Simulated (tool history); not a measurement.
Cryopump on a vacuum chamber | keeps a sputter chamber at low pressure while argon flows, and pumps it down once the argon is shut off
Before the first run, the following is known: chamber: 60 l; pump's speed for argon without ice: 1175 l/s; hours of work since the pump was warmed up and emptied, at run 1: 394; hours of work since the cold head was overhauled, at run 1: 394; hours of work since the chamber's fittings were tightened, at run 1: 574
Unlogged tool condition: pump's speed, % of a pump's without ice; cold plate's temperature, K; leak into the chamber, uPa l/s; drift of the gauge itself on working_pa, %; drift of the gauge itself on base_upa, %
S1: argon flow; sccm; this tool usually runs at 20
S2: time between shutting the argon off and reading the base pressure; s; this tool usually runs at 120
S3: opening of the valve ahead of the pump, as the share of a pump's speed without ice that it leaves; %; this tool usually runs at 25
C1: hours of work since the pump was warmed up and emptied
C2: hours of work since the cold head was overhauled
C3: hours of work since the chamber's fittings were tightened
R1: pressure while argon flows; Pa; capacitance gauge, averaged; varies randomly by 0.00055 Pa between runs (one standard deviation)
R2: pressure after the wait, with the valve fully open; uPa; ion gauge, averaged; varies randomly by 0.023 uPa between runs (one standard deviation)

| run | hour | S1 | S2 | S3 | C1 | C2 | C3 | R1 | R2 |
|---|---|---|---|---|---|---|---|---|---|
| 1 | 0 | 20 | 120 | 25 | 394 | 394 | 574 | 0.1227 | 1.54 |
| 2 | 11.6 | 20 | 120 | 25 | 404 | 404 | 584 | 0.1214 | 1.51 |
| 3 | 22.5 | 20 | 120 | 25 | 414 | 414 | 593 | 0.1219 | 1.61 |
| 4 | 38.3 | 20 | 51 | 25 | 428 | 428 | 607 | 0.1226 | 2.29 |
| 5 | 49 | 20 | 51 | 25 | 437 | 437 | 617 | 0.1234 | 2.22 |
| 6 | 57.5 | 20 | 51 | 25 | 445 | 445 | 624 | 0.1224 | 2.22 |
| 7 | 69.4 | 20 | 51 | 25 | 455 | 455 | 635 | 0.1231 | 2.3 |
| 8 | 80.5 | 20 | 120 | 25 | 465 | 465 | 644 | 0.1239 | 1.68 |

Forecast run 9:
| 9 | 91.4 | 13 | 120 | 16 | 475 | 475 | 654 | ? | ? |

Run 9 gave R1 0.123 Pa, R2 1.75 uPa.
Without the tool's hidden state the same run would have given R1 0.1172 Pa, R2 0.73 uPa.

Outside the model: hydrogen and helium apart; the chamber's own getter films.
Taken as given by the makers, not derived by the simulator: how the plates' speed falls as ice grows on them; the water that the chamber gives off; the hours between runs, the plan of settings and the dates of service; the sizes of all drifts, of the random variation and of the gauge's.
